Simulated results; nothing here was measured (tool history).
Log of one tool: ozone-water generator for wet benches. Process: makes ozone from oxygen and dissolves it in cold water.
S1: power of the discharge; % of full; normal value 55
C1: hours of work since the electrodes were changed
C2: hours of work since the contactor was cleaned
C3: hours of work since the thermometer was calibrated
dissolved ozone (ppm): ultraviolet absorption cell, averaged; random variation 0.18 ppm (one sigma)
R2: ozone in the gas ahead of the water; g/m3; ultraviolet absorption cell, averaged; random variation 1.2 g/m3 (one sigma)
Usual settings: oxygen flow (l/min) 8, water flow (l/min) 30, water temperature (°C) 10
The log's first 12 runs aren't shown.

Run 13, hour 721.4: usual settings but oxygen flow (l/min) 6.11; C1 823; C2 2179; C3 3973. Result: dissolved ozone (ppm) 22.8, R2 255.3 g/m3.
Run 14, hour 791.7: usual settings but S1 70 % of full; C1 876; C2 2232; C3 4026. Result: dissolved ozone (ppm) 25.7, R2 247.7 g/m3.
At hour 799.5: contactor cleaned.
Run 15, hour 849.9: usual settings but oxygen flow (l/min) 11.74; C1 917; C2 38; C3 4067. Result: dissolved ozone (ppm) 22.9, R2 176.1 g/m3.
Run 16, hour 888.6: usual settings; C1 946; C2 67; C3 4096. Result: dissolved ozone (ppm) 23.2, R2 218.4 g/m3.
Run 17, hour 941.5: usual settings but S1 52 % of full, oxygen flow (l/min) 5.81, water flow (l/min) 42, water temperature (°C) 13; C1 986; C2 107; C3 4136. Result: dissolved ozone (ppm) 14.9, R2 254.2 g/m3.
Run 18, hour 984.3: usual settings but S1 95 % of full, oxygen flow (l/min) 5.81, water flow (l/min) 35, water temperature (°C) 6; C1 1018; C2 140; C3 4169. Result: dissolved ozone (ppm) 26.2, R2 345.4 g/m3.
Run 19, hour 1030: usual settings but S1 95 % of full, oxygen flow (l/min) 5.81, water flow (l/min) 35, water temperature (°C) 6; C1 1053; C2 174; C3 4203. Result: dissolved ozone (ppm) 26.3, R2 343.5 g/m3.
At hour 1060: contactor cleaned, once more.
Run 20, hour 1096.4: usual settings but S1 86 % of full, oxygen flow (l/min) 5.81, water flow (l/min) 36, water temperature (°C) 6; C1 1100; C2 27; C3 4250. Result: dissolved ozone (ppm) 24.8, R2 328.5 g/m3.
Run 21, hour 1157.5: usual settings but S1 53 % of full, oxygen flow (l/min) 5.81, water flow (l/min) 36, water temperature (°C) 5; C1 1146; C2 74; C3 4296. Result: dissolved ozone (ppm) 19.4, R2 257.7 g/m3.
Run 22, hour 1192.7: usual settings but S1 82 % of full, oxygen flow (l/min) 5.61, water flow (l/min) 31, water temperature (°C) 6; C1 1173; C2 100; C3 4323. Result: dissolved ozone (ppm) 27.6, R2 325.7 g/m3.
Run 23, hour 1233.7: usual settings but S1 82 % of full, oxygen flow (l/min) 5.61, water flow (l/min) 31, water temperature (°C) 6; C1 1204; C2 131; C3 4354. Result: dissolved ozone (ppm) 28, R2 323.3 g/m3.
Run 24, hour 1285.9: usual settings but S1 82 % of full, oxygen flow (l/min) 6.53, water flow (l/min) 31, water temperature (°C) 6; C1 1243; C2 171; C3 4393. Result: dissolved ozone (ppm) 28.6, R2 298 g/m3.
Run 25, hour 1319.5: usual settings but S1 41 % of full, oxygen flow (l/min) 4.73, water flow (l/min) 25, water temperature (°C) 16; C1 1268; C2 196; C3 4419. Result: dissolved ozone (ppm) 21.5, R2 255.4 g/m3.
Run 26, hour 1356.7: usual settings but S1 41 % of full, oxygen flow (l/min) 4.73, water flow (l/min) 25, water temperature (°C) 16; C1 1296; C2 224; C3 4447. Result: dissolved ozone (ppm) 21.8, R2 253.7 g/m3.
Run 27, hour 1391.9: usual settings but water temperature (°C) 12; C1 1323; C2 251; C3 4473. Result: dissolved ozone (ppm) 23, R2 219.4 g/m3.
At hour 1458.2: water thermometer calibrated.
Run 28, hour 1468.6: usual settings but S1 46 % of full, oxygen flow (l/min) 5.49, water flow (l/min) 39; C1 1381; C2 308; C3 8. Result: dissolved ozone (ppm) 15.8, R2 246.4 g/m3.
Run 29, hour 1521.2: usual settings but S1 46 % of full, oxygen flow (l/min) 5.49, water flow (l/min) 39; C1 1420; C2 348; C3 48. Result: dissolved ozone (ppm) 15.9, R2 245.9 g/m3.
Run 30, hour 1585.9: usual settings but water flow (l/min) 18, water temperature (°C) 6; C1 1469; C2 397; C3 96. Result: dissolved ozone (ppm) 38.3, R2 220.2 g/m3.
Run 31, hour 1633.1: usual settings but S1 84 % of full, oxygen flow (l/min) 4.38, water flow (l/min) 21; C1 1505; C2 432; C3 132. Result: dissolved ozone (ppm) 38.2, R2 375.9 g/m3.
Run 32, hour 1709.9: usual settings but S1 71 % of full, oxygen flow (l/min) 10.82, water flow (l/min) 25, water temperature (°C) 13; C1 1563; C2 490; C3 190. Result: dissolved ozone (ppm) 29.4, R2 210.7 g/m3.

4 options for the next run, each taken on its own from the tool as it stands now. Forecast them:
Run A, hour 1768.3: usual settings but S1 80 % of full, oxygen flow (l/min) 10.82, water flow (l/min) 41, water temperature (°C) 13; C1 1607; C2 534; C3 234. Result: dissolved ozone (ppm) ?, R2 ?.
Run B, hour 1768.3: usual settings; C1 1607; C2 534; C3 234. Result: dissolved ozone (ppm) ?, R2 ?.
Run C, hour 1768.3: usual settings but oxygen flow (l/min) 6.25; C1 1607; C2 534; C3 234. Result: dissolved ozone (ppm) ?, R2 ?.
Run D, hour 1768.3: usual settings but S1 64 % of full, oxygen flow (l/min) 10.82, water flow (l/min) 25, water temperature (°C) 13; C1 1607; C2 534; C3 234. Result: dissolved ozone (ppm) ?, R2 ?.

run  dissolved ozone (ppm)     R2
  A                   21.1  221.3
  B                   23.8  218.1
  C                   23.1    247
  D                   27.9  197.9
With the hidden condition removed and each run's random variation left untouched, the same runs would have given:
run  dissolved ozone (ppm)     R2
  A                   21.7    226
  B                   24.4    222
  C                   23.6  251.3
  D                   28.6  201.7
